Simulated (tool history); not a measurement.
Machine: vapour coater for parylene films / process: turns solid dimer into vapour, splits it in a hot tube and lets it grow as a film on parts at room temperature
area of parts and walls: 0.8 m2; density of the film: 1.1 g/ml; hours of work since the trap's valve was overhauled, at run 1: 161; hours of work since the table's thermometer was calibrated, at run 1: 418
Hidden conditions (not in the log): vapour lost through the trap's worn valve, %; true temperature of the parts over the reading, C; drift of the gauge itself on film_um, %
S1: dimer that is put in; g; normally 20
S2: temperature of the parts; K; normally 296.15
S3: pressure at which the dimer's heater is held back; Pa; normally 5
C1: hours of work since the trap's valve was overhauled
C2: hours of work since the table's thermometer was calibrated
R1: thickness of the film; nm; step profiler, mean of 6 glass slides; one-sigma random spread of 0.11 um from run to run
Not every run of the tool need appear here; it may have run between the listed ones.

{"run": 1, "hour": 0.0, "S1": 20, "S2": 296.15, "S3": 5, "C1": 161, "C2": 418, "R1": 16470}
{"run": 2, "hour": 47.5, "S1": 20, "S2": 296.15, "S3": 2.92, "C1": 200, "C2": 457, "R1": 17920}
{"run": 3, "hour": 100.6, "S1": 20, "S2": 289.15, "S3": 2.92, "C1": 244, "C2": 502, "R1": 20270}
{"hour": 150.9, "done": "trap's valve overhauled"}
{"run": 4, "hour": 165.9, "S1": 20, "S2": 289.15, "S3": 2.92, "C1": 12, "C2": 552, "R1": 21450}
{"run": 5, "hour": 221.4, "S1": 20, "S2": 296.15, "S3": 5, "C1": 59, "C2": 599, "R1": 16870}
{"run": 6, "hour": 287.3, "S1": 20, "S2": 296.15, "S3": 5, "C1": 113, "C2": 653, "R1": 16590}
{"run": 7, "hour": 344.9, "S1": 20, "S2": 292.15, "S3": 5, "C1": 161, "C2": 701, "R1": 17520}
{"run": 8, "hour": 405.2, "S1": 20, "S2": 296.15, "S3": 2.86, "C1": 211, "C2": 751, "R1": 18180}
{"run": 9, "hour": 440.4, "S1": 10, "S2": 293.15, "S3": 11.37, "C1": 241, "C2": 781, "R1": 7040}
{"run": 10, "hour": 477.9, "S1": 10, "S2": 293.15, "S3": 11.37, "C1": 272, "C2": 812, "R1": 6960}
{"hour": 493.2, "done": "trap's valve overhauled"}
{"run": 11, "hour": 546.9, "S1": 20, "S2": 306.15, "S3": 3.72, "C1": 45, "C2": 866, "R1": 15170}
{"run": 12, "hour": 602.7, "S1": 19, "S2": 296.15, "S3": 2.47, "C1": 91, "C2": 912, "R1": 18480}
{"run": 13, "hour": 657.4, "S1": 21, "S2": 301.15, "S3": 5.31, "C1": 136, "C2": 958, "R1": 15540}
{"run": 14, "hour": 700.1, "S1": 9, "S2": 302.15, "S3": 2.97, "C1": 172, "C2": 993, "R1": 7420}
{"run": 15, "hour": 757.3, "S1": 14, "S2": 296.15, "S3": 2.18, "C1": 219, "C2": 1041, "R1": 13410}
{"run": 16, "hour": 816.1, "S1": 14, "S2": 296.15, "S3": 2.18, "C1": 268, "C2": 1090, "R1": 13110}

4 ways to go on from here, each from the tool as it stands after run 16. What would each give?
{"hour": 835.5, "done": "trap's valve overhauled"}
{"run": "A", "hour": 872.3, "S1": 22, "S2": 296.15, "S3": 2.18, "C1": 31, "C2": 1133, "R1": "?"}
{"hour": 835.5, "done": "trap's valve overhauled"}
{"run": "B", "hour": 872.3, "S1": 20, "S2": 296.15, "S3": 3.1, "C1": 31, "C2": 1133, "R1": "?"}
{"hour": 835.5, "done": "trap's valve overhauled"}
{"run": "C", "hour": 872.3, "S1": 16, "S2": 292.15, "S3": 4.97, "C1": 31, "C2": 1133, "R1": "?"}
{"hour": 835.5, "done": "trap's valve overhauled"}
{"run": "D", "hour": 872.3, "S1": 14, "S2": 303.15, "S3": 2.18, "C1": 31, "C2": 1133, "R1": "?"}

run=A R1=22310
run=B R1=18700
run=C R1=14400
run=D R1=12560
The same runs, with their run-to-run variation unchanged, on a tool lacking any hidden condition would have given:
run=A R1=22760
run=B R1=19070
run=C R1=14690
run=D R1=12810

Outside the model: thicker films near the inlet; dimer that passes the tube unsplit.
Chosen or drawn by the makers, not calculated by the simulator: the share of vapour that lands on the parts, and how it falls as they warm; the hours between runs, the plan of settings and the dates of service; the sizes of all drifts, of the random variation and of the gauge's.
